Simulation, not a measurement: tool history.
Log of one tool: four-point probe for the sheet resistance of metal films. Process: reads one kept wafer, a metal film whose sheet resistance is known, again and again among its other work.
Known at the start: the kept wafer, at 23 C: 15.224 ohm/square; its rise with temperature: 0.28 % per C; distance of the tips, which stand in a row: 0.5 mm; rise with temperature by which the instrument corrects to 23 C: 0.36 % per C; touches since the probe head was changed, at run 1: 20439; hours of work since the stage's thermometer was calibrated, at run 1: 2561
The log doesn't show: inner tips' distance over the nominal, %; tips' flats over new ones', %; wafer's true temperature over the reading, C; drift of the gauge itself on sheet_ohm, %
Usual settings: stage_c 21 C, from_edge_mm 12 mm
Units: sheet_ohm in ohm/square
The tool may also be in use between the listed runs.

run	day	stage_c	from_edge_mm	touches since the probe head was changed	hours of work since the stage's thermometer was calibrated	sheet_ohm
1	0	21	12	20439	2561	15.243881
2	3.654	21	12	22073	2619	15.251746
3	8.796	21	12	24371	2699	15.254226
# day 9.646: stage's thermometer calibrated
4	11.85	21	12	25726	34	15.306452
5	14.796	21	12	27044	80	15.303434
6	18.492	21	12	28695	138	15.311213
7	22.575	23	12	30521	202	15.286924
8	27.488	23	12	32717	279	15.292847
9	31.942	23	12	34707	348	15.29752
10	37.292	23	12	37098	432	15.294502
11	39.638	21	12	38147	468	15.320806
12	43.962	21	12	40080	536	15.323197
13	46.271	25	7	41112	572	15.309925
14	50.871	25	7	43168	644	15.308693
15	53.058	19	9	44147	678	15.374196
16	56.217	19	9	45558	727	15.381064
17	60.533	19	9	47488	795	15.368482
18	63.838	19	9	48965	846	15.381379
19	68.108	19	9	50873	913	15.38665
20	71.258	18	5	52282	962	15.462636
21	75.421	32	53	54142	1027	15.207173
22	77.629	21	10	55129	1062	15.361926
23	81.138	31	46	56698	1117	15.218116
24	83.971	31	10	57965	1161	15.242896

Forecast each of these 4 alternatives for the next run:
A	87.3	21	74	59452	1213	?
B	87.3	31	3	59452	1213	?
C	87.3	26	5	59452	1213	?
D	87.3	21	10	59452	1213	?

run	sheet_ohm
A	15.344166
B	15.447839
C	15.365158
D	15.370646
Without the tool's hidden state the same runs would have given:
run	sheet_ohm
A	15.246094
B	15.348713
C	15.266735
D	15.272417

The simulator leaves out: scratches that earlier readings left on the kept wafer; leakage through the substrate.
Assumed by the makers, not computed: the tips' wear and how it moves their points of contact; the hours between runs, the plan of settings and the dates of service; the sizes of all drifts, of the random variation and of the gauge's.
